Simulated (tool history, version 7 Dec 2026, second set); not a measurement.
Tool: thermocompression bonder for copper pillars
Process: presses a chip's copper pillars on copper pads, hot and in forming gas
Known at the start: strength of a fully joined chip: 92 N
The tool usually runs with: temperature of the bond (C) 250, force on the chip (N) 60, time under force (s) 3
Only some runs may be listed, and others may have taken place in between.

run	hour	temperature of the bond (C)	force on the chip (N)	time under force (s)	force that shears a chip off (N)
1	0.0	250	60	3	56.5
2	23.5	250	60	3	55.9
3	46.4	250	60	3	55.2
4	60.4	224	60	3	41.7
5	73.8	224	60	3	42.1
6	93.2	250	60	3	54.5
7	111.6	250	60	8	75.4
8	124.8	250	60	8	73.5
9	147.9	257	60	3	61.9
10	172.9	257	60	3	61.7
11	192.2	257	60	8	77.6
12	211.4	235	83	2	56.0
13	231.1	235	38	5	40.8
14	252.3	220	72	3	49.2
15	275.9	251	84	6	79.4
16	291.0	251	84	6	81.1
17	313.0	255	55	2	50.5
18	337.5	250	60	3	57.3

Between the runs listed above, the log contained 1 entry, not reproduced here. Where in the sequence does each belong, and how does what the log doesn't record of the tool's condition differ from the listed run before to the listed run after?
After run 6, before run 7: forming gas filter changed (hour 107.6)
  true temperature of the bond over the reading, C: -0.6 -> -0.5; oxide that the forming gas leaves, % of the face: 6.2 -> 0.53
  measured result minus the result with no hidden state, force that shears a chip off (N): -4.7 -> -1.2

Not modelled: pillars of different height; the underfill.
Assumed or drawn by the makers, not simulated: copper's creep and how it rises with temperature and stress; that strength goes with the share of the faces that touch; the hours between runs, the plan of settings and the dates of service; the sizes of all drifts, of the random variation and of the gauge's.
